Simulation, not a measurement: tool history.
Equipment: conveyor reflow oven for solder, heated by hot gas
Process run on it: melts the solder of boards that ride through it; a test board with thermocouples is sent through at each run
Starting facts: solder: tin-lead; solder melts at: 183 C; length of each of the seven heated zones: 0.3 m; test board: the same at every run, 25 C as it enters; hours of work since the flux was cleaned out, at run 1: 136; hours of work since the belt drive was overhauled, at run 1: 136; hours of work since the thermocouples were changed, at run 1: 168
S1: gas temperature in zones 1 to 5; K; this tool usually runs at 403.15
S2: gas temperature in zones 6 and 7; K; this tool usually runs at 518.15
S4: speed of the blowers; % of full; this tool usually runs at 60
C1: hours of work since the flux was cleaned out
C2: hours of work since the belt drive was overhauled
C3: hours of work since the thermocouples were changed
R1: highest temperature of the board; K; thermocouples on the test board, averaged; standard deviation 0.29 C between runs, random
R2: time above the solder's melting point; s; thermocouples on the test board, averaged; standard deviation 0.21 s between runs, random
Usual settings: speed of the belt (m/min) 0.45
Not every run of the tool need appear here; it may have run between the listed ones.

{"run": 1, "hour": 0.0, "S1": 403.15, "S2": 518.15, "speed of the belt (m/min)": 0.45, "S4": 60, "C1": 136, "C2": 136, "C3": 168, "R1": 497.55, "R2": 62.3}
{"run": 2, "hour": 11.1, "S1": 418.15, "S2": 518.15, "speed of the belt (m/min)": 0.45, "S4": 60, "C1": 141, "C2": 141, "C3": 173, "R1": 500.45, "R2": 69.8}
{"run": 3, "hour": 30.3, "S1": 403.15, "S2": 518.15, "speed of the belt (m/min)": 0.45, "S4": 60, "C1": 149, "C2": 149, "C3": 182, "R1": 497.95, "R2": 62.6}
{"run": 4, "hour": 44.9, "S1": 403.15, "S2": 518.15, "speed of the belt (m/min)": 0.45, "S4": 60, "C1": 156, "C2": 156, "C3": 188, "R1": 498.55, "R2": 62.7}
{"run": 5, "hour": 69.7, "S1": 403.15, "S2": 524.15, "speed of the belt (m/min)": 0.45, "S4": 60, "C1": 167, "C2": 167, "C3": 199, "R1": 503.45, "R2": 66.3}
{"run": 6, "hour": 86.7, "S1": 403.15, "S2": 524.15, "speed of the belt (m/min)": 0.45, "S4": 60, "C1": 174, "C2": 174, "C3": 207, "R1": 503.35, "R2": 66.1}
{"run": 7, "hour": 112.0, "S1": 403.15, "S2": 524.15, "speed of the belt (m/min)": 0.45, "S4": 60, "C1": 186, "C2": 186, "C3": 218, "R1": 503.35, "R2": 66.1}
{"run": 8, "hour": 135.8, "S1": 403.15, "S2": 518.15, "speed of the belt (m/min)": 0.45, "S4": 60, "C1": 196, "C2": 196, "C3": 228, "R1": 497.95, "R2": 62.6}
{"run": 9, "hour": 160.1, "S1": 398.15, "S2": 513.15, "speed of the belt (m/min)": 0.419, "S4": 63, "C1": 207, "C2": 207, "C3": 239, "R1": 496.15, "R2": 64.9}
{"run": 10, "hour": 180.2, "S1": 418.15, "S2": 518.15, "speed of the belt (m/min)": 0.45, "S4": 60, "C1": 216, "C2": 216, "C3": 248, "R1": 500.15, "R2": 70.2}
{"run": 11, "hour": 204.0, "S1": 418.15, "S2": 518.15, "speed of the belt (m/min)": 0.45, "S4": 60, "C1": 226, "C2": 226, "C3": 258, "R1": 500.45, "R2": 69.9}
{"run": 12, "hour": 216.4, "S1": 418.15, "S2": 518.15, "speed of the belt (m/min)": 0.45, "S4": 60, "C1": 232, "C2": 232, "C3": 264, "R1": 500.05, "R2": 69.7}
{"run": 13, "hour": 237.5, "S1": 418.15, "S2": 518.15, "speed of the belt (m/min)": 0.45, "S4": 60, "C1": 241, "C2": 241, "C3": 273, "R1": 500.75, "R2": 69.7}
{"run": 14, "hour": 259.0, "S1": 418.15, "S2": 518.15, "speed of the belt (m/min)": 0.45, "S4": 60, "C1": 250, "C2": 250, "C3": 283, "R1": 500.65, "R2": 69.9}

Run 15 comes next. What will it give?
{"run": 15, "hour": 281.5, "S1": 391.15, "S2": 522.15, "speed of the belt (m/min)": 0.506, "S4": 69, "C1": 260, "C2": 260, "C3": 292, "R1": "?", "R2": "?"}

R1: 498.55 K
R2: 52.4 s
Had the tool carried no hidden state, the very same run would have given R1 498.65 K, R2 52.5 s.

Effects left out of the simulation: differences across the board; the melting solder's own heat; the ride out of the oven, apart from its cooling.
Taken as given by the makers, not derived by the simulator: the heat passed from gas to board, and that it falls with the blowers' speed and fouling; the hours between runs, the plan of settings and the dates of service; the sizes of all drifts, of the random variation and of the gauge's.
